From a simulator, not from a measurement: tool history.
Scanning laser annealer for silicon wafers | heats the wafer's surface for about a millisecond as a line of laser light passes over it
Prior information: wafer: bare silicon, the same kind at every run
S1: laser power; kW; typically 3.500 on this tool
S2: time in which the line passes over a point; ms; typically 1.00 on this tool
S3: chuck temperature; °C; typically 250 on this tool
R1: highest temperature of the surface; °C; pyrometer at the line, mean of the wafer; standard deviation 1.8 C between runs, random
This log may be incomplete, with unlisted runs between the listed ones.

| run | hour | S1 | S2 | S3 | R1 |
|---|---|---|---|---|---|
| 1 | 0.0 | 3.500 | 1.00 | 250 | 1009 |
| 2 | 11.8 | 3.500 | 1.00 | 250 | 1008 |
| 3 | 23.1 | 3.500 | 1.00 | 250 | 1004 |
| 4 | 32.7 | 3.500 | 1.00 | 250 | 1009 |
| 5 | 42.6 | 3.500 | 1.00 | 250 | 1005 |
| 6 | 49.5 | 3.500 | 1.00 | 224 | 981 |
| 7 | 58.7 | 3.500 | 1.00 | 224 | 982 |
| 8 | 69.9 | 3.500 | 1.00 | 224 | 980 |
| 9 | 77.8 | 3.500 | 1.00 | 212 | 968 |
| 10 | 83.6 | 3.500 | 1.00 | 212 | 968 |
| 11 | 92.8 | 3.500 | 1.01 | 250 | 1013 |
| 12 | 104.1 | 3.500 | 1.01 | 250 | 1012 |
| 13 | 112.5 | 3.500 | 1.00 | 250 | 1009 |
| 14 | 120.4 | 3.249 | 0.85 | 284 | 918 |
| 15 | 130.0 | 3.478 | 0.72 | 233 | 856 |
| 16 | 138.3 | 3.561 | 0.96 | 283 | 1036 |
| 17 | 148.7 | 3.561 | 0.96 | 283 | 1038 |
| 18 | 156.3 | 3.561 | 1.11 | 224 | 1042 |
| 19 | 168.1 | 3.363 | 0.86 | 224 | 887 |

Run 20 has not been measured yet. What should we expect?
| 20 | 174.9 | 3.363 | 0.75 | 264 | ? |

R1: 873 °C
Minus the tool's unlogged condition, the same run would have read R1 874 °C.
